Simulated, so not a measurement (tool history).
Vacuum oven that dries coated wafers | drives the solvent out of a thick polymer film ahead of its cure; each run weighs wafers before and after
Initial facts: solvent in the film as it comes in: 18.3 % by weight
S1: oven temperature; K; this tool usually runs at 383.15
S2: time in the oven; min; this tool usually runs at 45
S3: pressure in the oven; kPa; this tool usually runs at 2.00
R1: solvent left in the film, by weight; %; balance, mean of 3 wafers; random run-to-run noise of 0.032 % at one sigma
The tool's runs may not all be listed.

run    hour      S1  S2    S3    R1
  1     0.0  383.15  45  2.00  2.70
       48.8  -- oven's thermocouples calibrated
  2    73.3  383.15  28  2.00  4.31
  3   114.4  383.15  45  2.00  2.89
  4   156.7  383.15  45  2.00  2.88
  5   194.1  383.15  24  2.00  4.94
  6   242.3  383.15  24  2.00  4.96
  7   309.9  383.15  24  2.00  4.99
  8   383.7  383.15  24  2.00  4.94
  9   467.2  393.15  45  2.00  1.62
 10   548.7  393.15  45  2.00  1.63
 11   616.5  386.15  45  2.00  2.29
 12   684.7  386.15  45  2.00  2.35
      704.8  -- vacuum gauge cleaned of residue and calibrated
 13   756.8  383.15  61  2.00  2.07
 14   832.2  371.15  66  1.10  3.32
 15   900.9  383.15  73  5.83  5.44
 16   940.5  383.15  50  7.09  6.75
 17   993.1  385.15  41  3.54  3.62
 18  1077.3  385.15  41  3.54  3.69
 19  1160.3  385.15  41  3.54  3.56
 20  1229.7  390.15  45  1.69  1.39

Forecast each of these 5 alternatives for the next run:
  A  1271.1  382.15  26  7.13   ?
  B  1271.1  390.15  45  1.23   ?
  C  1271.1  390.15  79  6.81   ?
  D  1271.1  378.15  23  1.69   ?
  E  1271.1  386.15  60  6.66   ?

run    R1
  A  8.63
  B  1.02
  C  4.94
  D  6.28
  E  5.55
Take away the tool's hidden state, keep each run's random variation, and the runs would have read:
run    R1
  A  8.96
  B  1.04
  C  5.05
  D  6.58
  E  5.70
